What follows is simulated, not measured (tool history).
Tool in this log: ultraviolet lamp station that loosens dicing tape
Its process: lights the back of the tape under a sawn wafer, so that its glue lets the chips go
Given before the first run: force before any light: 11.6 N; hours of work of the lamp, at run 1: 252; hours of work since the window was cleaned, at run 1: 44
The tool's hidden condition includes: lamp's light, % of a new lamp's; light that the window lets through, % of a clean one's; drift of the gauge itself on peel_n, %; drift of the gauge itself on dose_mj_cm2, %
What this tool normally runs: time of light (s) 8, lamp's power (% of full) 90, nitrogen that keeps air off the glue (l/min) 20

| run | hour | time of light (s) | lamp's power (% of full) | nitrogen that keeps air off the glue (l/min) | hours of work of the lamp | hours of work since the window was cleaned | force that peels the tape off (N) | light that reached the tape (mJ/cm2) |
|---|---|---|---|---|---|---|---|---|
| 1 | 0.0 | 8 | 90 | 20 | 252 | 44 | 0.281 | 345 |
| 2 | 18.5 | 8 | 90 | 20 | 264 | 56 | 0.282 | 343 |
| 3 | 29.4 | 8 | 90 | 20 | 270 | 63 | 0.287 | 340 |
| 4 | 52.7 | 8 | 90 | 20 | 285 | 78 | 0.294 | 339 |
| 5 | 73.3 | 8 | 90 | 20 | 298 | 91 | 0.285 | 336 |
| 6 | 90.0 | 8 | 90 | 20 | 309 | 101 | 0.297 | 332 |
| 7 | 104.9 | 8 | 90 | 20 | 318 | 110 | 0.296 | 333 |
| 8 | 117.4 | 8 | 90 | 20 | 326 | 118 | 0.306 | 332 |
| 9 | 131.8 | 8 | 90 | 20 | 335 | 127 | 0.309 | 326 |
| 10 | 149.8 | 8 | 90 | 20 | 346 | 139 | 0.294 | 328 |
| 11 | 174.6 | 8 | 90 | 20 | 362 | 154 | 0.304 | 323 |
| 12 | 195.7 | 8 | 90 | 20 | 375 | 167 | 0.313 | 319 |
| 13 | 212.1 | 8 | 90 | 27 | 385 | 178 | 0.285 | 322 |
| 14 | 228.4 | 4 | 90 | 27 | 396 | 188 | 1.065 | 158 |

Expected results for the next run?
| 15 | 249.6 | 4 | 90 | 27 | 409 | 201 | ? | ? |

force that peels the tape off (N): 1.097
light that reached the tape (mJ/cm2): 157
With the hidden condition absent and the run-to-run variation left alone, this run would have shown force that peels the tape off (N) 0.741, light that reached the tape (mJ/cm2) 190.

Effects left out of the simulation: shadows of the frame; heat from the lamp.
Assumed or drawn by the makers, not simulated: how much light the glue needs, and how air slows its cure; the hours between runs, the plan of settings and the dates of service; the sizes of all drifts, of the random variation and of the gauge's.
